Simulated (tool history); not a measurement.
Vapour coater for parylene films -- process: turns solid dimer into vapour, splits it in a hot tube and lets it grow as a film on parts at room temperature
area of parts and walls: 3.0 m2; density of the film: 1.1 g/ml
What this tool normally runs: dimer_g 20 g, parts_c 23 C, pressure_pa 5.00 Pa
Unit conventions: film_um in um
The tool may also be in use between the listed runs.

run,hour,dimer_g,parts_c,pressure_pa,film_um
1,0.0,20,23,5.00,3.55
2,15.5,20,23,5.00,3.54
3,34.2,20,23,5.00,3.48
4,48.3,20,23,5.00,3.40
5,63.6,20,23,5.00,3.41
6,75.0,21,23,5.00,3.64
7,84.0,21,23,5.00,3.60
8,96.3,20,23,5.00,3.38
9,113.1,20,23,5.00,3.38
10,127.4,20,23,5.00,3.38
# hour 138.5: trap's valve overhauled
11,149.5,20,23,5.00,3.64
12,168.6,20,23,5.00,3.72
13,178.3,20,23,5.00,3.72
14,197.0,20,23,5.00,3.66
15,208.2,20,23,5.00,3.58
16,223.8,20,23,5.00,3.63
17,233.8,20,23,5.00,3.62
18,244.4,20,28,5.00,3.18
19,263.7,20,28,5.00,3.13
20,278.4,20,23,5.00,3.57
21,291.7,20,20,5.00,3.87
22,311.1,20,20,5.00,3.89
23,322.9,20,20,5.00,3.86
24,338.8,30,23,5.00,5.32
25,355.0,21,23,10.64,3.07
26,374.5,21,18,3.38,4.66
27,387.9,20,21,9.11,3.22
28,405.9,25,24,5.00,4.25
29,426.0,23,32,3.91,3.22
30,442.7,16,23,5.00,2.72
31,457.8,16,23,5.00,2.72
32,470.4,16,23,5.00,2.73
33,483.7,16,23,5.00,2.68
34,503.1,17,23,5.00,2.85
35,522.1,20,20,4.02,3.89
# hour 534.1: trap's valve overhauled
36,538.5,20,20,4.02,4.18
37,547.4,20,20,11.46,3.34
38,556.6,24,23,4.38,4.53
39,567.6,16,29,4.03,2.60
40,585.0,17,26,8.39,2.52
41,600.9,29,18,2.29,7.27
42,620.6,29,23,5.00,5.33
43,632.8,19,23,2.67,4.01
44,647.0,21,23,8.55,3.36
45,658.3,21,23,8.55,3.33
46,672.0,21,23,8.55,3.38
47,691.1,34,17,7.21,6.58

Pick out some run-to-run changes in film_um. Of each, how much would a tool without hidden state show as well, from the settings, what came in and chance, and how much is left for the hidden state and any gauge scatter not in both results compared?
Hidden state present: vapour lost through the trap's worn valve, %; true temperature of the parts over the reading, C; drift of the gauge itself on film_um, %.
Run 10 -> 11: trap's valve overhauled. film_um +0.26 um: hidden state +0.33, all else -0.07.
Run 24 -> 25: dimer_g 30 -> 21, pressure_pa 5.00 -> 10.64. film_um -2.25 um: hidden state +0.13, all else -2.38.
Run 35 -> 36: trap's valve overhauled. film_um +0.29 um: hidden state +0.41, all else -0.12.
Run 40 -> 41: dimer_g 17 -> 29, parts_c 26 -> 18, pressure_pa 8.39 -> 2.29. film_um +4.75 um: hidden state -0.15, all else +4.90.
Run 46 -> 47: dimer_g 21 -> 34, parts_c 23 -> 17, pressure_pa 8.55 -> 7.21. film_um +3.20 um: hidden state -0.19, all else +3.39.
